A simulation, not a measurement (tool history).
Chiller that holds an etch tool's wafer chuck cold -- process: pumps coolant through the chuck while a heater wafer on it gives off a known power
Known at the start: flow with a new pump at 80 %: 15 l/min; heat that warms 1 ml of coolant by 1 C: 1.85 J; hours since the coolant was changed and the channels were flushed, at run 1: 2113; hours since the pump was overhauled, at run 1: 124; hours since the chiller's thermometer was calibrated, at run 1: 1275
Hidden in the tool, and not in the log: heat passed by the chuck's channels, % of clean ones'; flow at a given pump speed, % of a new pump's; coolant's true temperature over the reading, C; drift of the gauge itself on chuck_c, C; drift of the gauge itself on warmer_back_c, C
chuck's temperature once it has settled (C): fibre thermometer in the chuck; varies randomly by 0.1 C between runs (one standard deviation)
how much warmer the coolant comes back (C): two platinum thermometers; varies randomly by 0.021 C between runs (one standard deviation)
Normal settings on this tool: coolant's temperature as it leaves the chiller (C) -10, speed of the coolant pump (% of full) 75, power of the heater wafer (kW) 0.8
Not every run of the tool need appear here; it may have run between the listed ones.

run,hour,coolant's temperature as it leaves the chiller (C),speed of the coolant pump (% of full),power of the heater wafer (kW),hours since the coolant was changed and the channels were flushed,hours since the pump was overhauled,hours since the chiller's thermometer was calibrated,chuck's temperature once it has settled (C),how much warmer the coolant comes back (C)
1,0,-10,75,0.8,2113,124,1275,-4.5,1.85
2,112.9,-4,75,0.8,2225,237,1388,1.6,1.88
3,206.5,-4,75,0.8,2319,330,1481,1.7,1.86
4,313,-10,96,0.8,2426,437,1588,-5.3,1.45
5,423.1,-10,96,0.8,2536,547,1698,-5.2,1.47
6,521,-10,96,0.8,2633,645,1796,-5.3,1.46
7,632.2,-10,96,0.8,2745,756,1907,-5.4,1.46
8,690.2,-10,96,0.8,2803,814,1965,-5.4,1.45
9,789.2,-10,75,1.085,2902,913,2064,-2.2,2.53
10,894.2,-10,75,1.085,3007,1018,2169,-2.3,2.57
11,985.2,-10,75,1.085,3098,1109,2260,-2.3,2.53
# hour 999: coolant pump overhauled
12,1082.9,-10,75,1.085,3190,84,2353,-2.2,2.54
13,1140.9,-10,75,1.085,3248,142,2411,-2.2,2.57
14,1202.8,-10,75,0.941,3310,204,2473,-3.2,2.21
15,1305,-10,75,0.941,3413,306,2575,-3.4,2.23
16,1415.4,-17,85,0.813,3523,416,2685,-11.7,1.71
17,1477.5,-17,65,0.475,3585,478,2747,-13.4,1.27
18,1559.6,-10,71,0.8,3667,561,2830,-3.9,2
19,1610.9,-10,71,0.8,3718,612,2881,-3.9,1.97
20,1711.3,-10,71,0.8,3819,712,2981,-4.1,2.01
# hour 1734.8: coolant pump overhauled, once more
21,1790.9,-10,86,0.723,3893,56,3056,-5.2,1.46
22,1876.3,-10,61,0.502,3979,142,3141,-5.9,1.41

Expected results for the next run?
23,1973,-8,71,0.708,4076,238,3238,?,?

chuck's temperature once it has settled (C): -2.7
how much warmer the coolant comes back (C): 1.73
Minus the tool's unlogged condition, the same run would have read chuck's temperature once it has settled (C) -2.9, how much warmer the coolant comes back (C) 1.72.
